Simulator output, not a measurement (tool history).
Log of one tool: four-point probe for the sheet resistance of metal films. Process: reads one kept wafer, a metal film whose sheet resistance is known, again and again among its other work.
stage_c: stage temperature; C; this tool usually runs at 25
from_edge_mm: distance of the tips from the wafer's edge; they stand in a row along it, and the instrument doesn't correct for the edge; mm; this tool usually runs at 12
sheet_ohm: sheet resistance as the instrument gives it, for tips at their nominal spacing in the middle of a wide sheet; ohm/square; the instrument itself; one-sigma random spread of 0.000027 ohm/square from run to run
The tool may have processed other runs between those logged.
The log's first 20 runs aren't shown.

{"run": 21, "hour": 557.1, "stage_c": 25, "from_edge_mm": 16, "sheet_ohm": 0.133185}
{"run": 22, "hour": 585.8, "stage_c": 25, "from_edge_mm": 16, "sheet_ohm": 0.133177}
{"run": 23, "hour": 616.2, "stage_c": 29, "from_edge_mm": 16, "sheet_ohm": 0.133207}
{"run": 24, "hour": 645.9, "stage_c": 27, "from_edge_mm": 49, "sheet_ohm": 0.13309}
{"run": 25, "hour": 664.3, "stage_c": 34, "from_edge_mm": 56, "sheet_ohm": 0.133212}
{"run": 26, "hour": 693.6, "stage_c": 18, "from_edge_mm": 5, "sheet_ohm": 0.133761}
{"run": 27, "hour": 712.2, "stage_c": 33, "from_edge_mm": 5, "sheet_ohm": 0.13389}
{"run": 28, "hour": 729.7, "stage_c": 33, "from_edge_mm": 5, "sheet_ohm": 0.133947}
{"run": 29, "hour": 761.1, "stage_c": 33, "from_edge_mm": 5, "sheet_ohm": 0.133886}
{"run": 30, "hour": 783.4, "stage_c": 23, "from_edge_mm": 34, "sheet_ohm": 0.133088}
{"hour": 786.6, "done": "stage's thermometer calibrated"}
{"run": 31, "hour": 823.3, "stage_c": 24, "from_edge_mm": 72, "sheet_ohm": 0.133057}
{"run": 32, "hour": 845.0, "stage_c": 30, "from_edge_mm": 46, "sheet_ohm": 0.13318}
{"run": 33, "hour": 884.3, "stage_c": 29, "from_edge_mm": 12, "sheet_ohm": 0.133227}
{"run": 34, "hour": 914.7, "stage_c": 34, "from_edge_mm": 10, "sheet_ohm": 0.133382}
{"run": 35, "hour": 936.7, "stage_c": 18, "from_edge_mm": 3, "sheet_ohm": 0.134907}
{"hour": 956.2, "done": "stage's thermometer calibrated, once more"}
{"run": 36, "hour": 961.7, "stage_c": 31, "from_edge_mm": 8, "sheet_ohm": 0.133199}
{"run": 37, "hour": 1000.0, "stage_c": 22, "from_edge_mm": 18, "sheet_ohm": 0.132846}
{"run": 38, "hour": 1031.0, "stage_c": 23, "from_edge_mm": 12, "sheet_ohm": 0.132912}
{"run": 39, "hour": 1067.3, "stage_c": 23, "from_edge_mm": 12, "sheet_ohm": 0.132902}
{"run": 40, "hour": 1091.9, "stage_c": 27, "from_edge_mm": 19, "sheet_ohm": 0.132924}
{"run": 41, "hour": 1118.4, "stage_c": 28, "from_edge_mm": 16, "sheet_ohm": 0.132941}
{"run": 42, "hour": 1135.9, "stage_c": 19, "from_edge_mm": 29, "sheet_ohm": 0.132702}
{"run": 43, "hour": 1165.0, "stage_c": 22, "from_edge_mm": 3, "sheet_ohm": 0.134666}
{"run": 44, "hour": 1193.8, "stage_c": 22, "from_edge_mm": 3, "sheet_ohm": 0.134679}
{"run": 45, "hour": 1214.6, "stage_c": 22, "from_edge_mm": 3, "sheet_ohm": 0.134676}

Each row is a separate what-if for the run after 45, all from the same tool condition, not one after another. Results?
{"run": "A", "hour": 1242.1, "stage_c": 35, "from_edge_mm": 6, "sheet_ohm": "?"}
{"run": "B", "hour": 1242.1, "stage_c": 22, "from_edge_mm": 10, "sheet_ohm": "?"}
{"run": "C", "hour": 1242.1, "stage_c": 33, "from_edge_mm": 67, "sheet_ohm": "?"}

run=A sheet_ohm=0.133483
run=B sheet_ohm=0.132905
run=C sheet_ohm=0.132883
With no hidden state in the tool, these same runs would have given:
run=A sheet_ohm=0.133644
run=B sheet_ohm=0.133063
run=C sheet_ohm=0.133043
